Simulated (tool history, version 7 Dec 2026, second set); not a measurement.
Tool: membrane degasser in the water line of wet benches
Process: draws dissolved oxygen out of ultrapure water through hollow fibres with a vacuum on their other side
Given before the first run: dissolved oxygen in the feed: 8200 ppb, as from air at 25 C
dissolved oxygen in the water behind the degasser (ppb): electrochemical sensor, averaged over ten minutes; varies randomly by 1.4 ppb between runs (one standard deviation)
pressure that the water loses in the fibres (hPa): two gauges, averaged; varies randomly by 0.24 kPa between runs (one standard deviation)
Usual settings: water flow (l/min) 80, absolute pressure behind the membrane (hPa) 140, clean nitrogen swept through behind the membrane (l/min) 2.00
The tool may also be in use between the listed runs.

run      day  water flow (l/min)  absolute pressure behind the membrane (hPa)  clean nitrogen swept through behind the membrane (l/min)  dissolved oxygen in the water behind the degasser (ppb)  pressure that the water loses in the fibres (hPa)
  1    0.000                  80                                          140                                                      2.00                                                    800.6                                              652.5
  2    2.954                  80                                          140                                                      2.13                                                    762.9                                              656.7
  3    7.233                  80                                          140                                                      2.13                                                    764.2                                              653.2
  4   11.642                  80                                          140                                                      4.40                                                    427.4                                              650.6
  5   14.100                  80                                          140                                                      4.40                                                    427.2                                              659.5
  6   18.400                  80                                          140                                                      2.00                                                    804.9                                              652.4
  7   22.396                  80                                          140                                                      2.00                                                    804.3                                              655.2
  8   26.450                  80                                          140                                                      2.00                                                    804.6                                              657.0
  9   30.221                  80                                          140                                                      2.00                                                    805.4                                              657.1
 10   33.042                  80                                          140                                                      2.00                                                    803.1                                              656.1
 11   35.354                  80                                          140                                                      3.35                                                    536.3                                              660.0
 12   40.888                  80                                          140                                                      3.35                                                    537.1                                              654.8
 13   45.658                  80                                          140                                                      0.94                                                   1342.0                                              659.1
 14   48.888                  80                                          140                                                      5.25                                                    368.2                                              656.8
 15   54.567                  80                                          140                                                      5.25                                                    369.7                                              655.6
 16   57.725                  80                                          140                                                      2.00                                                    804.5                                              660.6
 17   60.804                  80                                          306                                                      0.94                                                   2840.1                                              656.1
 18   64.971                  80                                          262                                                      3.50                                                   1032.7                                              660.3
      65.379  -- vacuum gauge calibrated
 19   70.221                  80                                          300                                                      1.97                                                   1796.5                                              663.5
 20   75.367                  82                                          166                                                      2.49                                                    850.0                                              678.0
 21   78.571                  82                                          166                                                      2.49                                                    850.7                                              674.0
 22   83.671                  80                                          309                                                      0.82                                                   3073.5                                              661.3
 23   87.458                  76                                           92                                                      1.75                                                    506.5                                              629.7
      90.879  -- vacuum gauge calibrated, once more
 24   90.879                  92                                          229                                                      0.91                                                   2425.6                                              763.4
 25   94.179                  92                                          198                                                      5.35                                                    613.1                                              759.4
 26   98.096                  80                                          140                                                      1.09                                                   1219.5                                              665.2
 27  100.467                  80                                          140                                                      1.09                                                   1221.4                                              662.3
 28  104.000                  72                                          295                                                      1.81                                                   1743.1                                              598.9
 29  106.354                  80                                          280                                                      3.50                                                   1108.6                                              664.6
 30  110.488                  80                                          280                                                      3.50                                                   1105.8                                              659.3
 31  114.858                  50                                          349                                                      2.20                                                   1359.7                                              414.6
 32  118.946                  50                                          349                                                      2.20                                                   1357.5                                              416.8

3 options for the next run, each taken on its own from the tool as it stands now. Forecast them:
  A  122.146                  50                                          228                                                      4.85                                                        ?                                                  ?
  B  122.146                  89                                           98                                                      1.00                                                        ?                                                  ?
  C  122.146                  92                                          119                                                      5.97                                                        ?                                                  ?

run  dissolved oxygen in the water behind the degasser (ppb)  pressure that the water loses in the fibres (hPa)
  A                                                    458.5                                              413.2
  B                                                    890.9                                              741.3
  C                                                    308.0                                              763.0
With no hidden state in the tool, these same runs would have given:
run  dissolved oxygen in the water behind the degasser (ppb)  pressure that the water loses in the fibres (hPa)
  A                                                    453.1                                              398.2
  B                                                    880.3                                              714.4
  C                                                    302.1                                              735.2
